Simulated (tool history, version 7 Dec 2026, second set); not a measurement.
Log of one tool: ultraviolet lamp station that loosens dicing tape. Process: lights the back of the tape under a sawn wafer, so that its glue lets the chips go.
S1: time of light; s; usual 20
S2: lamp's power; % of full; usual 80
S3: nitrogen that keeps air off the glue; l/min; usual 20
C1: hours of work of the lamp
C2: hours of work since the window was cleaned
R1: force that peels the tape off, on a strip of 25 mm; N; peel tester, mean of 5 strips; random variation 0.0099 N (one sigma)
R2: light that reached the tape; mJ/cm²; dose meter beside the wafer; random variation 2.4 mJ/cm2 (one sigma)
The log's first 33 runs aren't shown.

| run | day | S1 | S2 | S3 | C1 | C2 | R1 | R2 |
|---|---|---|---|---|---|---|---|---|
| 34 | 95.900 | 21 | 86 | 20 | 1430 | 446 | 0.750 | 205 |
| 35 | 99.142 | 13 | 94 | 20 | 1475 | 490 | 1.286 | 134 |
|  | 100.092 | lamp changed |
| 36 | 101.458 | 25 | 94 | 22 | 19 | 521 | 0.203 | 361 |
| 37 | 104.938 | 29 | 94 | 6 | 66 | 569 | 0.516 | 412 |
| 38 | 107.329 | 34 | 94 | 8 | 99 | 601 | 0.311 | 479 |
| 39 | 109.892 | 12 | 77 | 17 | 134 | 636 | 1.385 | 135 |
|  | 110.275 | window cleaned of glue's vapour |
| 40 | 112.883 | 15 | 74 | 14 | 174 | 36 | 1.126 | 177 |
| 41 | 115.204 | 15 | 74 | 14 | 206 | 67 | 1.106 | 171 |
| 42 | 117.379 | 15 | 80 | 17 | 235 | 97 | 0.929 | 181 |
| 43 | 119.996 | 11 | 84 | 35 | 271 | 132 | 0.912 | 146 |
| 44 | 123.221 | 11 | 86 | 10 | 315 | 176 | 1.667 | 140 |

3 ways to go on from here, each from the tool as it stands after run 44. What would each give?
| A | 127.138 | 12 | 80 | 20 | 368 | 230 | ? | ? |
| B | 127.138 | 16 | 62 | 10 | 368 | 230 | ? | ? |
| C | 127.138 | 11 | 86 | 28 | 368 | 230 | ? | ? |

| run | R1 | R2 |
|---|---|---|
| A | 1.229 | 142 |
| B | 1.562 | 152 |
| C | 1.063 | 143 |
Without the tool's hidden state the same runs would have given:
| run | R1 | R2 |
|---|---|---|
| A | 1.039 | 162 |
| B | 1.371 | 173 |
| C | 0.883 | 162 |
